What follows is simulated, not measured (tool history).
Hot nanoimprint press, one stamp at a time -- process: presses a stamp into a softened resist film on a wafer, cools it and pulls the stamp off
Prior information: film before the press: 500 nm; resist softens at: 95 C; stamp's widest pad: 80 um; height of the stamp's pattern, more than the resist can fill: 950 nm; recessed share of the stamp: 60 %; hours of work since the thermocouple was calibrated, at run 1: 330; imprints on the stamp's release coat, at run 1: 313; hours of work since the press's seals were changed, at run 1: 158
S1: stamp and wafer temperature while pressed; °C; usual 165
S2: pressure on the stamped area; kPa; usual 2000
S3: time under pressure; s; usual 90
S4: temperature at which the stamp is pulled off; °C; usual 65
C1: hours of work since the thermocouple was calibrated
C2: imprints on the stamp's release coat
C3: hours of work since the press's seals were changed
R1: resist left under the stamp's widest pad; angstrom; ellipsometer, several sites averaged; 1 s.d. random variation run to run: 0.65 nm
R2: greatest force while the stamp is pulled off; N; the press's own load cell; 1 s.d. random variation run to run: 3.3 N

run,hour,S1,S2,S3,S4,C1,C2,C3,R1,R2
1,0.0,165,2000,90,65,330,313,158,2592,218
2,5.1,165,2000,90,65,334,335,162,2579,219
3,13.3,165,1620,90,65,340,372,168,2806,216
4,19.2,165,1620,90,65,344,397,172,2814,225
5,29.4,165,2000,90,65,352,442,180,2573,216
6,34.9,165,2000,90,65,356,467,184,2584,223
7,46.2,165,2000,90,65,364,517,192,2573,222
8,53.1,165,2000,90,65,369,547,197,2589,225
9,58.8,165,2000,90,65,374,573,202,2571,224
# hour 65.3: plate thermocouple calibrated
10,69.2,165,2000,90,65,3,605,207,2582,226
11,74.4,165,2000,90,65,7,628,211,2586,218
12,80.2,165,2000,90,65,11,654,215,2576,224
13,91.2,165,1210,90,65,19,702,223,3109,222
14,101.3,165,2000,90,65,27,747,231,2574,219
15,110.9,165,2000,90,65,34,790,238,2575,224
16,118.0,160,1340,72,60,39,821,243,3750,254
17,124.2,165,2000,90,72,44,848,248,2576,187
18,129.1,164,2000,154,72,47,870,252,2204,191
19,138.1,170,3180,58,72,54,910,258,1978,188
20,148.4,170,3180,58,72,62,955,266,1981,188
21,156.1,170,3180,58,72,67,989,272,1984,185
22,164.7,170,2150,58,68,74,1027,278,2356,212
23,172.6,165,2000,68,65,80,1062,284,2823,222
24,182.6,155,2940,81,51,87,1106,291,3439,291
25,189.1,169,2940,46,51,92,1135,296,2331,286
26,196.8,164,2720,46,51,98,1169,302,2954,291
# hour 209.1: stamp cleaned and given a new release coat
27,211.1,164,2720,46,51,104,9,308,2952,294
28,220.8,164,2720,46,51,111,51,315,2949,283
# hour 230.6: gauge calibrated
29,231.5,164,1510,46,63,119,99,323,3607,234

Each run again, without the hidden state but with its own random variation kept:
Hidden state at play: true temperature over the reading, C; pressure that arrives at the usual setting, %; grip of the stamp's worn release coat, % over a new coat's; drift of the gauge itself on residual_nm, %; drift of the gauge itself on pull_off_n, %.
run,R1
1,2597
2,2585
3,2813
4,2822
5,2583
6,2595
7,2586
8,2604
9,2587
10,2594
11,2599
12,2589
13,3128
14,2592
15,2594
16,3780
17,2598
18,2224
19,1996
20,2002
21,2005
22,2383
23,2857
24,3483
25,2362
26,2994
27,2994
28,2993
29,3608
For R2, the value without the hidden state is never more than 3 N from the measured value.
